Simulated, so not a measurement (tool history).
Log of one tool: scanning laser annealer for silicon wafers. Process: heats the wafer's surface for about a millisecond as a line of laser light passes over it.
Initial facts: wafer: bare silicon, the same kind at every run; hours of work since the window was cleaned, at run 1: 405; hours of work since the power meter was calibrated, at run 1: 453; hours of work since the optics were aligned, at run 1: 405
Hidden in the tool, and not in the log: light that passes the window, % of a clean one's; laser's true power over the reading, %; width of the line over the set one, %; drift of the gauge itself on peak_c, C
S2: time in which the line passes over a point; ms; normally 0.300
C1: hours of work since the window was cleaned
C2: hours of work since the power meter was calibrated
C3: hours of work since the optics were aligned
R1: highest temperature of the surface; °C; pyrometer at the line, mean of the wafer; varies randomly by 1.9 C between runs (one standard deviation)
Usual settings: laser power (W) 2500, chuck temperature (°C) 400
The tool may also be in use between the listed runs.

{"run": 1, "hour": 0.0, "laser power (W)": 2500, "S2": 0.3, "chuck temperature (°C)": 400, "C1": 405, "C2": 453, "C3": 405, "R1": 1083}
{"run": 2, "hour": 29.4, "laser power (W)": 2500, "S2": 0.3, "chuck temperature (°C)": 400, "C1": 429, "C2": 476, "C3": 429, "R1": 1082}
{"run": 3, "hour": 60.0, "laser power (W)": 2500, "S2": 0.3, "chuck temperature (°C)": 400, "C1": 453, "C2": 500, "C3": 453, "R1": 1082}
{"run": 4, "hour": 87.4, "laser power (W)": 2500, "S2": 0.3, "chuck temperature (°C)": 400, "C1": 475, "C2": 522, "C3": 475, "R1": 1081}
{"run": 5, "hour": 118.6, "laser power (W)": 2500, "S2": 0.3, "chuck temperature (°C)": 400, "C1": 500, "C2": 547, "C3": 500, "R1": 1076}
{"run": 6, "hour": 173.9, "laser power (W)": 2500, "S2": 0.3, "chuck temperature (°C)": 400, "C1": 544, "C2": 591, "C3": 544, "R1": 1077}
{"run": 7, "hour": 219.6, "laser power (W)": 2500, "S2": 0.3, "chuck temperature (°C)": 400, "C1": 580, "C2": 628, "C3": 580, "R1": 1072}
{"run": 8, "hour": 263.3, "laser power (W)": 2500, "S2": 0.256, "chuck temperature (°C)": 400, "C1": 615, "C2": 662, "C3": 615, "R1": 1014}
{"run": 9, "hour": 289.7, "laser power (W)": 2500, "S2": 0.256, "chuck temperature (°C)": 400, "C1": 636, "C2": 684, "C3": 636, "R1": 1012}
{"run": 10, "hour": 330.8, "laser power (W)": 2500, "S2": 0.256, "chuck temperature (°C)": 400, "C1": 669, "C2": 716, "C3": 669, "R1": 1012}
{"run": 11, "hour": 362.7, "laser power (W)": 2500, "S2": 0.256, "chuck temperature (°C)": 400, "C1": 694, "C2": 742, "C3": 694, "R1": 1006}
{"run": 12, "hour": 403.0, "laser power (W)": 2500, "S2": 0.256, "chuck temperature (°C)": 400, "C1": 727, "C2": 774, "C3": 727, "R1": 1009}
{"run": 13, "hour": 436.5, "laser power (W)": 2500, "S2": 0.256, "chuck temperature (°C)": 400, "C1": 753, "C2": 801, "C3": 753, "R1": 1007}
{"run": 14, "hour": 480.0, "laser power (W)": 2500, "S2": 0.256, "chuck temperature (°C)": 400, "C1": 788, "C2": 835, "C3": 788, "R1": 1005}
{"run": 15, "hour": 503.1, "laser power (W)": 2500, "S2": 0.251, "chuck temperature (°C)": 400, "C1": 806, "C2": 854, "C3": 806, "R1": 994}
{"run": 16, "hour": 548.9, "laser power (W)": 2500, "S2": 0.251, "chuck temperature (°C)": 400, "C1": 843, "C2": 890, "C3": 843, "R1": 991}
{"hour": 562.2, "done": "window over the wafer cleaned"}
{"run": 17, "hour": 598.3, "laser power (W)": 2500, "S2": 0.236, "chuck temperature (°C)": 400, "C1": 29, "C2": 928, "C3": 881, "R1": 1008}
{"run": 18, "hour": 633.8, "laser power (W)": 2500, "S2": 0.236, "chuck temperature (°C)": 400, "C1": 57, "C2": 956, "C3": 909, "R1": 1008}
{"run": 19, "hour": 689.4, "laser power (W)": 2500, "S2": 0.236, "chuck temperature (°C)": 400, "C1": 101, "C2": 1001, "C3": 953, "R1": 1006}
{"run": 20, "hour": 744.2, "laser power (W)": 2500, "S2": 0.3, "chuck temperature (°C)": 400, "C1": 145, "C2": 1044, "C3": 997, "R1": 1084}
{"run": 21, "hour": 791.1, "laser power (W)": 2500, "S2": 0.3, "chuck temperature (°C)": 400, "C1": 183, "C2": 1082, "C3": 1035, "R1": 1082}
{"hour": 833.8, "done": "optics aligned, line set to its width"}
{"run": 22, "hour": 833.8, "laser power (W)": 2500, "S2": 0.3, "chuck temperature (°C)": 400, "C1": 213, "C2": 1112, "C3": 0, "R1": 1100}
{"run": 23, "hour": 863.7, "laser power (W)": 2182, "S2": 0.22, "chuck temperature (°C)": 409, "C1": 236, "C2": 1136, "C3": 24, "R1": 905}
{"run": 24, "hour": 907.4, "laser power (W)": 2138, "S2": 0.331, "chuck temperature (°C)": 408, "C1": 271, "C2": 1171, "C3": 59, "R1": 1009}
{"run": 25, "hour": 948.2, "laser power (W)": 2138, "S2": 0.331, "chuck temperature (°C)": 408, "C1": 304, "C2": 1203, "C3": 91, "R1": 1002}
{"run": 26, "hour": 988.3, "laser power (W)": 2469, "S2": 0.3, "chuck temperature (°C)": 426, "C1": 336, "C2": 1235, "C3": 123, "R1": 1110}
{"run": 27, "hour": 1027.3, "laser power (W)": 2598, "S2": 0.217, "chuck temperature (°C)": 428, "C1": 367, "C2": 1266, "C3": 154, "R1": 1042}
{"run": 28, "hour": 1063.4, "laser power (W)": 2598, "S2": 0.36, "chuck temperature (°C)": 395, "C1": 396, "C2": 1295, "C3": 183, "R1": 1197}
{"run": 29, "hour": 1116.8, "laser power (W)": 2598, "S2": 0.36, "chuck temperature (°C)": 395, "C1": 438, "C2": 1338, "C3": 226, "R1": 1197}
{"run": 30, "hour": 1142.1, "laser power (W)": 2438, "S2": 0.218, "chuck temperature (°C)": 376, "C1": 458, "C2": 1358, "C3": 246, "R1": 935}
{"run": 31, "hour": 1170.2, "laser power (W)": 2187, "S2": 0.287, "chuck temperature (°C)": 410, "C1": 481, "C2": 1380, "C3": 268, "R1": 968}
{"run": 32, "hour": 1220.0, "laser power (W)": 2187, "S2": 0.299, "chuck temperature (°C)": 401, "C1": 521, "C2": 1420, "C3": 308, "R1": 971}
{"run": 33, "hour": 1256.8, "laser power (W)": 2229, "S2": 0.232, "chuck temperature (°C)": 400, "C1": 550, "C2": 1449, "C3": 337, "R1": 908}
{"run": 34, "hour": 1281.9, "laser power (W)": 2683, "S2": 0.275, "chuck temperature (°C)": 370, "C1": 570, "C2": 1469, "C3": 357, "R1": 1079}
{"run": 35, "hour": 1324.4, "laser power (W)": 2683, "S2": 0.275, "chuck temperature (°C)": 370, "C1": 604, "C2": 1503, "C3": 391, "R1": 1077}
{"run": 36, "hour": 1371.6, "laser power (W)": 2500, "S2": 0.213, "chuck temperature (°C)": 391, "C1": 641, "C2": 1541, "C3": 429, "R1": 951}
{"run": 37, "hour": 1395.9, "laser power (W)": 2500, "S2": 0.213, "chuck temperature (°C)": 391, "C1": 661, "C2": 1560, "C3": 448, "R1": 948}
{"run": 38, "hour": 1446.4, "laser power (W)": 2500, "S2": 0.213, "chuck temperature (°C)": 391, "C1": 701, "C2": 1600, "C3": 489, "R1": 944}
{"run": 39, "hour": 1479.3, "laser power (W)": 2500, "S2": 0.307, "chuck temperature (°C)": 400, "C1": 727, "C2": 1627, "C3": 515, "R1": 1072}
{"run": 40, "hour": 1507.2, "laser power (W)": 2300, "S2": 0.375, "chuck temperature (°C)": 367, "C1": 750, "C2": 1649, "C3": 537, "R1": 1036}
{"run": 41, "hour": 1554.9, "laser power (W)": 2500, "S2": 0.3, "chuck temperature (°C)": 403, "C1": 788, "C2": 1687, "C3": 575, "R1": 1065}

Pick out some run-to-run changes in R1. Of each, how much would a tool without hidden state show as well, from the settings, what came in and chance, and how much is left for the hidden state and any gauge scatter not in both results compared?
Run 16 -> 17: S2 0.251 -> 0.236, window over the wafer cleaned. R1 +17 °C: hidden state +38, all else -21.
Run 21 -> 22: optics aligned, line set to its width. R1 +18 °C: hidden state +21, all else -3.
Run 22 -> 23: laser power (W) 2500 -> 2182, S2 0.300 -> 0.220, chuck temperature (°C) 400 -> 409. R1 -195 °C: hidden state +3, all else -198.
Run 29 -> 30: laser power (W) 2598 -> 2438, S2 0.360 -> 0.218, chuck temperature (°C) 395 -> 376. R1 -262 °C: hidden state +10, all else -272.
Run 33 -> 34: laser power (W) 2229 -> 2683, S2 0.232 -> 0.275, chuck temperature (°C) 400 -> 370. R1 +171 °C: hidden state -14, all else +185.
